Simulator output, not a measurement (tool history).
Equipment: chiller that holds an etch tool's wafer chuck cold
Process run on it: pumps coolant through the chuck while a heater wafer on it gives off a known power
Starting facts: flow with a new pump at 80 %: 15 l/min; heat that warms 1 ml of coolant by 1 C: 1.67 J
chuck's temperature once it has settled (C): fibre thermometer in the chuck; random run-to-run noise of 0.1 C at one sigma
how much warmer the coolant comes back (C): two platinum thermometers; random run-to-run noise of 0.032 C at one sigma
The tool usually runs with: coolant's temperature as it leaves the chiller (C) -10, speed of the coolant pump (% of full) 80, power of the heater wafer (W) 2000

run,hour,coolant's temperature as it leaves the chiller (C),speed of the coolant pump (% of full),power of the heater wafer (W),chuck's temperature once it has settled (C),how much warmer the coolant comes back (C)
1,0.0,-10,80,2000,4.1,4.91
2,75.5,-10,80,2000,4.0,4.99
3,133.3,-19,80,2000,-4.7,4.98
4,179.7,-10,80,2000,4.4,4.94
5,250.4,-10,80,2000,4.4,4.98
6,298.7,-10,80,2000,4.3,4.93
7,377.7,-10,80,2000,4.3,4.97
8,451.9,-10,94,2000,3.4,4.26
9,522.2,-10,88,2000,3.7,4.55
10,577.2,-10,80,2000,4.4,4.98
# hour 602.8: chiller's thermometer calibrated
11,629.3,-10,80,2000,4.5,4.99
12,709.3,-10,80,2613,9.0,6.59
13,754.1,-10,80,2613,9.0,6.52
14,833.1,-10,80,2613,9.1,6.51
15,887.8,-10,80,2613,9.1,6.58
# hour 898.8: coolant pump overhauled
16,973.8,-9,80,2613,10.4,6.70
17,1054.4,-9,80,2613,10.6,6.73
18,1127.0,-9,80,2613,10.7,6.81
19,1170.7,-9,80,2613,10.8,6.77
20,1212.6,-19,96,1108,-11.5,2.38
# hour 1255.2: coolant pump overhauled, once more
21,1283.5,-11,98,1632,-0.4,3.22
22,1355.0,-17,83,1874,-3.5,4.32
23,1402.1,-10,81,2000,4.7,4.80
24,1435.6,-9,85,1733,3.5,3.98
25,1479.7,-1,87,2000,13.2,4.50
26,1540.2,-1,87,1395,8.9,3.09
27,1581.0,-1,87,1395,8.9,3.07
28,1655.0,-1,87,1395,9.0,3.11
29,1694.1,-10,63,2000,7.0,6.10
30,1759.8,-10,93,1317,-0.7,2.76
31,1838.5,-10,93,1317,-0.7,2.81

For some of the steps in chuck's temperature once it has settled (C) from one run to the next: how much would appear even if the tool had no hidden state, given the settings, what came in and random variation, and how much remains for the hidden state plus any gauge scatter that the measured result and the result without hidden state don't share?
The hidden state here: heat passed by the chuck's channels, % of clean ones'; flow at a given pump speed, % of a new pump's; coolant's true temperature over the reading, C; drift of the gauge itself on chuck_c, C; drift of the gauge itself on warmer_back_c, C.
Run 19 -> 20: coolant's temperature as it leaves the chiller (C) -9 -> -19, speed of the coolant pump (% of full) 80 -> 96, power of the heater wafer (W) 2613 -> 1108. chuck's temperature once it has settled (C) -22.3: hidden state -1.8, all else -20.5.
Run 20 -> 21: coolant's temperature as it leaves the chiller (C) -19 -> -11, speed of the coolant pump (% of full) 96 -> 98, power of the heater wafer (W) 1108 -> 1632, coolant pump overhauled, once more. chuck's temperature once it has settled (C) +11.1: hidden state +0.2, all else +10.9.
Run 24 -> 25: coolant's temperature as it leaves the chiller (C) -9 -> -1, speed of the coolant pump (% of full) 85 -> 87, power of the heater wafer (W) 1733 -> 2000. chuck's temperature once it has settled (C) +9.7: hidden state +0.2, all else +9.5.
Run 28 -> 29: coolant's temperature as it leaves the chiller (C) -1 -> -10, speed of the coolant pump (% of full) 87 -> 63, power of the heater wafer (W) 1395 -> 2000. chuck's temperature once it has settled (C) -2.0: hidden state +0.9, all else -2.9.
Run 29 -> 30: speed of the coolant pump (% of full) 63 -> 93, power of the heater wafer (W) 2000 -> 1317. chuck's temperature once it has settled (C) -7.7: hidden state -1.0, all else -6.7.

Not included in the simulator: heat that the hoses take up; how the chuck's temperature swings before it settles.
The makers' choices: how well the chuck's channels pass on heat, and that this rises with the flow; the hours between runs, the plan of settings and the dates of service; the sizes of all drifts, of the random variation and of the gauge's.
